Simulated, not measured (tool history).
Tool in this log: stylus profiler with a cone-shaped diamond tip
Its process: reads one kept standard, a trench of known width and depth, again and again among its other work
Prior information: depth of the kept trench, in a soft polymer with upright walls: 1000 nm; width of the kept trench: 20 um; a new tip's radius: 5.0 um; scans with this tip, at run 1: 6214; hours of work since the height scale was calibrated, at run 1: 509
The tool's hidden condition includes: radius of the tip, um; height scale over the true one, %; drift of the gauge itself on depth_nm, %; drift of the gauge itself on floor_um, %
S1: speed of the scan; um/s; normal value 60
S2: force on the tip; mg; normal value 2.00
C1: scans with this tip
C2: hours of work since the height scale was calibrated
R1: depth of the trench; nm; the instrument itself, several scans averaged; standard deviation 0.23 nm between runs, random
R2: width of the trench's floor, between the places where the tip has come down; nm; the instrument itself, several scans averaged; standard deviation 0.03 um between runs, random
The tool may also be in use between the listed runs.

| run | hour | S1 | S2 | C1 | C2 | R1 | R2 |
|---|---|---|---|---|---|---|---|
| 1 | 0.0 | 60 | 2.00 | 6214 | 509 | 1011.03 | 10190 |
| 2 | 46.6 | 60 | 2.00 | 6625 | 543 | 1011.30 | 9940 |
| 3 | 124.0 | 60 | 2.00 | 7309 | 599 | 1011.15 | 9730 |
| 4 | 201.6 | 23 | 2.00 | 7994 | 655 | 1011.24 | 9640 |
|  | 278.0 | new tip fitted, height scale calibrated |
| 5 | 279.3 | 18 | 2.00 | 11 | 1 | 1010.01 | 13950 |
| 6 | 337.4 | 60 | 2.00 | 524 | 43 | 1009.84 | 13230 |
| 7 | 377.6 | 60 | 2.00 | 879 | 72 | 1009.56 | 13010 |
| 8 | 451.4 | 60 | 2.00 | 1530 | 125 | 1009.93 | 12610 |
| 9 | 537.5 | 60 | 2.00 | 2290 | 188 | 1009.95 | 12140 |
| 10 | 616.9 | 49 | 2.00 | 2991 | 245 | 1009.64 | 11810 |
| 11 | 678.8 | 18 | 2.00 | 3538 | 290 | 1009.92 | 11740 |
| 12 | 720.3 | 60 | 2.00 | 3904 | 320 | 1010.00 | 11200 |
| 13 | 795.7 | 60 | 1.76 | 4569 | 374 | 1009.46 | 10920 |
| 14 | 885.7 | 60 | 1.76 | 5364 | 440 | 1009.43 | 10400 |
| 15 | 925.5 | 60 | 1.76 | 5715 | 468 | 1009.18 | 10300 |
| 16 | 1005.2 | 60 | 2.00 | 6419 | 526 | 1010.31 | 9960 |
| 17 | 1090.6 | 25 | 2.00 | 7172 | 588 | 1010.22 | 9780 |
| 18 | 1159.6 | 66 | 2.00 | 7781 | 638 | 1010.29 | 9270 |
| 19 | 1245.9 | 66 | 2.00 | 8544 | 700 | 1010.44 | 8980 |
|  | 1260.4 | new tip fitted, height scale calibrated |
| 20 | 1319.7 | 60 | 2.00 | 523 | 43 | 1009.70 | 13120 |
| 21 | 1391.2 | 82 | 2.00 | 1154 | 95 | 1010.03 | 12490 |
| 22 | 1486.0 | 82 | 2.00 | 1992 | 163 | 1009.71 | 11920 |
|  | 1494.1 | height scale calibrated on a step standard |
| 23 | 1557.2 | 82 | 2.00 | 2616 | 46 | 1010.78 | 11570 |
| 24 | 1650.6 | 31 | 3.52 | 3440 | 113 | 1015.66 | 11480 |
| 25 | 1741.1 | 43 | 2.00 | 4239 | 179 | 1010.77 | 11010 |
| 26 | 1783.6 | 141 | 5.69 | 4614 | 209 | 1020.81 | 10560 |
| 27 | 1827.9 | 96 | 5.05 | 5005 | 241 | 1018.79 | 10520 |
| 28 | 1882.9 | 96 | 5.05 | 5491 | 281 | 1019.82 | 10280 |
|  | 1922.7 | height scale calibrated on a step standard, once more |
| 29 | 1966.3 | 162 | 1.40 | 6222 | 32 | 1008.39 | 9040 |
| 30 | 2009.7 | 41 | 1.26 | 6605 | 63 | 1007.78 | 9830 |
| 31 | 2055.1 | 51 | 4.48 | 7006 | 96 | 1017.84 | 9750 |
| 32 | 2142.6 | 51 | 4.48 | 7779 | 159 | 1017.60 | 9380 |
| 33 | 2194.7 | 17 | 1.52 | 8238 | 197 | 1009.26 | 9330 |
|  | 2241.6 | new tip fitted, height scale calibrated |
| 34 | 2267.2 | 37 | 4.66 | 227 | 19 | 1017.53 | 13770 |
| 35 | 2313.1 | 37 | 4.66 | 632 | 52 | 1017.95 | 13470 |
| 36 | 2380.1 | 29 | 1.96 | 1224 | 100 | 1009.92 | 13040 |
| 37 | 2464.8 | 173 | 1.22 | 1971 | 161 | 1007.37 | 11300 |
| 38 | 2505.3 | 111 | 0.67 | 2329 | 191 | 1005.05 | 11270 |
| 39 | 2549.1 | 111 | 0.67 | 2715 | 222 | 1005.16 | 11040 |
| 40 | 2634.8 | 55 | 3.76 | 3471 | 284 | 1015.98 | 11630 |
| 41 | 2689.7 | 18 | 1.34 | 3956 | 324 | 1007.94 | 11500 |
| 42 | 2776.4 | 32 | 0.99 | 4721 | 387 | 1006.92 | 10980 |
| 43 | 2817.4 | 32 | 0.99 | 5083 | 416 | 1007.02 | 10740 |
| 44 | 2887.7 | 24 | 1.09 | 5704 | 467 | 1007.41 | 10490 |
| 45 | 2962.5 | 43 | 0.72 | 6365 | 521 | 1005.58 | 9950 |

Hidden condition of the tool, last listed run before each entry between runs versus first listed run after:
In the gap between runs 4 and 5: new tip fitted, height scale calibrated (hour 278.0)
  radius of the tip, um: 13.54 -> 4.93; height scale over the true one, %: 0.1 -> -0.034
  measured less the result without the state, R1: +1.01 -> -0.34 nm; R2: -4210 -> +50 nm
In the gap between runs 19 and 20: new tip fitted, height scale calibrated (hour 1260.4)
  radius of the tip, um: 14.59 -> 5.81; height scale over the true one, %: 0.059 -> -0.003
  measured less the result without the state, R1: +0.60 -> -0.03 nm; R2: -4610 -> -520 nm
In the gap between runs 22 and 23: height scale calibrated on a step standard (hour 1494.1)
  radius of the tip, um: 7.54 -> 8.26; height scale over the true one, %: 0.013 -> 0.026
  measured less the result without the state, R1: +0.13 -> +0.26 nm; R2: -1500 -> -1880 nm
In the gap between runs 28 and 29: height scale calibrated on a step standard, once more (hour 1922.7)
  radius of the tip, um: 11.4 -> 12.22; height scale over the true one, %: 0.057 -> 0.039
  measured less the result without the state, R1: +0.58 -> +0.39 nm; R2: -3340 -> -3690 nm
In the gap between runs 33 and 34: new tip fitted, height scale calibrated (hour 2241.6)
  radius of the tip, um: 14.53 -> 5.11; height scale over the true one, %: 0.061 -> -0.003
  measured less the result without the state, R1: +0.62 -> -0.04 nm; R2: -4590 -> -80 nm

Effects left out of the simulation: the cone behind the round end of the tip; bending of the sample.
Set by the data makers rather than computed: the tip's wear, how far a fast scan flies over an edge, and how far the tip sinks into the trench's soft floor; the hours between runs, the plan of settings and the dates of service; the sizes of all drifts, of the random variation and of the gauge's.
